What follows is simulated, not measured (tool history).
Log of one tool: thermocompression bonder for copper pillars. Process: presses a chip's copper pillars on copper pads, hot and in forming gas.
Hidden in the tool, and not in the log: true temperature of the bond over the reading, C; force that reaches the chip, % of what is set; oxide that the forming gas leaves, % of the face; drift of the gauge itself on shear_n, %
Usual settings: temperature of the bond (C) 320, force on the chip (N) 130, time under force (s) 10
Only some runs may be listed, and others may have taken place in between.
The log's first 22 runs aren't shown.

run,hour,temperature of the bond (C),force on the chip (N),time under force (s),hours of work since the heater was calibrated,hours of work since the force cell was calibrated,hours of work since the gas filter was changed,force that shears a chip off (N)
23,1140.3,320,130,23,227,813,434,104
# hour 1169.8: forming gas filter changed
24,1186.1,320,130,23,260,846,12,104.6
25,1248,320,130,23,305,890,56,104.7
26,1302.6,333,130,6,344,930,96,80.8
27,1363.8,333,126,6,388,974,140,79.9
28,1425,333,126,6,432,1018,184,79.4
29,1468.6,337,173,21,464,1049,216,116.3
30,1510.2,337,108,21,494,1080,246,102.6
31,1574.6,305,103,10,540,1126,292,67.9
# hour 1624: gauge calibrated
32,1642.6,337,151,9,589,1175,341,101.2
# hour 1659.7: heater calibrated with a thermocouple chip
33,1702.9,337,151,9,31,1217,383,99.7
34,1739,325,191,26,57,1243,409,120.3
# hour 1806.2: forming gas filter changed
35,1812.2,325,191,26,110,1296,4,120.2
36,1859.7,325,191,26,144,1330,39,119.9
37,1929.7,325,191,26,195,1380,89,119.5
38,1970.7,350,98,10,224,1410,119,90.2

What if the next run were any one of these 3? Each begins from the tool's condition after run 38:
A,2039.2,320,103,23,274,1459,168,?
B,2039.2,315,98,30,274,1459,168,?
C,2039.2,350,139,10,274,1459,168,?

run,force that shears a chip off (N)
A,96.8
B,97.5
C,104.1
Take away the tool's hidden state, keep each run's random variation, and the runs would have read:
run,force that shears a chip off (N)
A,97.2
B,97.9
C,104.6

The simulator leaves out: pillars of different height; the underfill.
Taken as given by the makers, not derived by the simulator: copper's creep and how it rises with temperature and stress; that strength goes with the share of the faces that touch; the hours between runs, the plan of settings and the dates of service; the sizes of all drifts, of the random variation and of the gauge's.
